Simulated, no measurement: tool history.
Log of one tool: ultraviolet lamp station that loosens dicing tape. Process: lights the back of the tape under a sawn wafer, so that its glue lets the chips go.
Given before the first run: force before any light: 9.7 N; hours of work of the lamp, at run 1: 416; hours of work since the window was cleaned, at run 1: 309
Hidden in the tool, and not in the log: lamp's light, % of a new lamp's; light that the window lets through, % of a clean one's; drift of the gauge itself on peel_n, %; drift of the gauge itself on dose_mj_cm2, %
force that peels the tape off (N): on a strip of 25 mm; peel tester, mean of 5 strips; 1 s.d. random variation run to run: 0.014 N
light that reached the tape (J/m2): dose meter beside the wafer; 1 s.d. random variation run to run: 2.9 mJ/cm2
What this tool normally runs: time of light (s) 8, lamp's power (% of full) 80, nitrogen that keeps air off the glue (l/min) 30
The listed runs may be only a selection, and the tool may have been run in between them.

| run | day | time of light (s) | lamp's power (% of full) | nitrogen that keeps air off the glue (l/min) | hours of work of the lamp | hours of work since the window was cleaned | force that peels the tape off (N) | light that reached the tape (J/m2) |
|---|---|---|---|---|---|---|---|---|
| 1 | 0 | 8 | 80 | 30 | 416 | 309 | 0.935 | 3590 |
|  | 0.246 | window cleaned of glue's vapour |
| 2 | 1.071 | 8 | 80 | 39 | 435 | 15 | 0.861 | 3430 |
| 3 | 1.929 | 8 | 80 | 30 | 450 | 30 | 1.012 | 3480 |
| 4 | 2.579 | 8 | 80 | 30 | 462 | 42 | 1.05 | 3410 |
| 5 | 3.746 | 8 | 80 | 30 | 483 | 63 | 1.068 | 3380 |
| 6 | 4.933 | 8 | 69 | 30 | 504 | 84 | 1.43 | 2900 |
| 7 | 5.729 | 8 | 80 | 30 | 519 | 98 | 1.103 | 3250 |
|  | 5.842 | window cleaned of glue's vapour, once more |
| 8 | 6.979 | 8 | 70 | 18 | 541 | 20 | 1.646 | 3270 |
| 9 | 7.754 | 8 | 70 | 18 | 555 | 34 | 1.67 | 3230 |
| 10 | 8.296 | 14 | 92 | 15 | 564 | 44 | 0.413 | 7410 |

Run 11 is up next; what results do you expect?
| 11 | 9.071 | 9 | 93 | 19 | 578 | 58 | ? | ? |

{"run 11": {"force that peels the tape off (N)": 0.795, "light that reached the tape (J/m2)": 4770}}
With no hidden state in the tool, this same run would have given force that peels the tape off (N) 0.567, light that reached the tape (J/m2) 5660.
